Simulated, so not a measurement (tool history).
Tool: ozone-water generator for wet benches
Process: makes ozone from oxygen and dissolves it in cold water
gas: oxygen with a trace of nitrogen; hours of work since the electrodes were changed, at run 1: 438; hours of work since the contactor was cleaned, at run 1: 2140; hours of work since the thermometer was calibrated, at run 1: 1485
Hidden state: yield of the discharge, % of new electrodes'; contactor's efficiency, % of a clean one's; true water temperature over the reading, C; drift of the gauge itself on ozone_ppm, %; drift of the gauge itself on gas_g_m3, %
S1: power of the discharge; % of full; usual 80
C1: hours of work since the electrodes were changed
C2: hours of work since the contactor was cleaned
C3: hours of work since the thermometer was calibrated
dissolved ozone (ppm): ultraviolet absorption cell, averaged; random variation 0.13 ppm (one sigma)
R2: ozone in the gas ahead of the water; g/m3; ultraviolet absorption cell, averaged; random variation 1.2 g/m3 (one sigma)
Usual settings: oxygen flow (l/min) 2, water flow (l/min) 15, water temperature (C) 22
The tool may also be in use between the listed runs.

Run 1, hour 0: usual settings; C1 438; C2 2140; C3 1485. Result: dissolved ozone (ppm) 13.6, R2 207.9 g/m3.
Run 2, hour 114.1: usual settings; C1 519; C2 2222; C3 1567. Result: dissolved ozone (ppm) 13.4, R2 208.1 g/m3.
Run 3, hour 251.2: usual settings; C1 617; C2 2320; C3 1665. Result: dissolved ozone (ppm) 13.6, R2 207.1 g/m3.
Run 4, hour 381.4: usual settings; C1 710; C2 2413; C3 1758. Result: dissolved ozone (ppm) 13.3, R2 206.7 g/m3.
Run 5, hour 446.1: usual settings; C1 756; C2 2459; C3 1804. Result: dissolved ozone (ppm) 13.5, R2 207.5 g/m3.
Run 6, hour 527.2: usual settings but oxygen flow (l/min) 1.83; C1 814; C2 2517; C3 1862. Result: dissolved ozone (ppm) 13.1, R2 214.6 g/m3.
Run 7, hour 635.3: usual settings but S1 85 % of full; C1 892; C2 2594; C3 1939. Result: dissolved ozone (ppm) 13.7, R2 212.2 g/m3.
Run 8, hour 712.3: usual settings but S1 91 % of full; C1 947; C2 2649; C3 1994. Result: dissolved ozone (ppm) 14.5, R2 220.4 g/m3.
Run 9, hour 825.2: usual settings; C1 1027; C2 2730; C3 2075. Result: dissolved ozone (ppm) 13.3, R2 206.3 g/m3.
Run 10, hour 951.4: usual settings but S1 50 % of full, oxygen flow (l/min) 1.56; C1 1117; C2 2820; C3 2165. Result: dissolved ozone (ppm) 9.5, R2 176.5 g/m3.
Run 11, hour 1013.5: usual settings; C1 1162; C2 2864; C3 2209. Result: dissolved ozone (ppm) 13.1, R2 204.5 g/m3.
Run 12, hour 1107.2: usual settings but S1 61 % of full, water temperature (C) 16; C1 1229; C2 2931; C3 2276. Result: dissolved ozone (ppm) 12.1, R2 175.7 g/m3.
Run 13, hour 1239.4: usual settings but S1 61 % of full, water temperature (C) 16; C1 1323; C2 3026; C3 2371. Result: dissolved ozone (ppm) 12.1, R2 172 g/m3.
Run 14, hour 1309: usual settings but S1 76 % of full, oxygen flow (l/min) 1.56, water flow (l/min) 22, water temperature (C) 26; C1 1373; C2 3075; C3 2421. Result: dissolved ozone (ppm) 7.5, R2 220.5 g/m3.
Run 15, hour 1431.8: usual settings but S1 44 % of full, oxygen flow (l/min) 1.13, water temperature (C) 18; C1 1461; C2 3163; C3 2508. Result: dissolved ozone (ppm) 8.2, R2 189.4 g/m3.
Run 16, hour 1543.4: usual settings but oxygen flow (l/min) 2.51; C1 1540; C2 3243; C3 2588. Result: dissolved ozone (ppm) 13.5, R2 182.6 g/m3.
Run 17, hour 1605.3: usual settings but S1 47 % of full, oxygen flow (l/min) 1.04; C1 1585; C2 3287; C3 2632. Result: dissolved ozone (ppm) 8, R2 205.4 g/m3.

Hidden state or all else? Some run-to-run changes of dissolved ozone (ppm), split into what the settings, what came in and random variation would give without the hidden state, and what is left for the hidden state (with any gauge scatter that isn't in both results):
Run 15 -> 16: S1 44 -> 80, oxygen flow (l/min) 1.13 -> 2.51, water temperature (C) 18 -> 22. dissolved ozone (ppm) +5.3: hidden state -0.6, all else +5.9.
Run 16 -> 17: S1 80 -> 47, oxygen flow (l/min) 2.51 -> 1.04. dissolved ozone (ppm) -5.5: hidden state +0.5, all else -6.
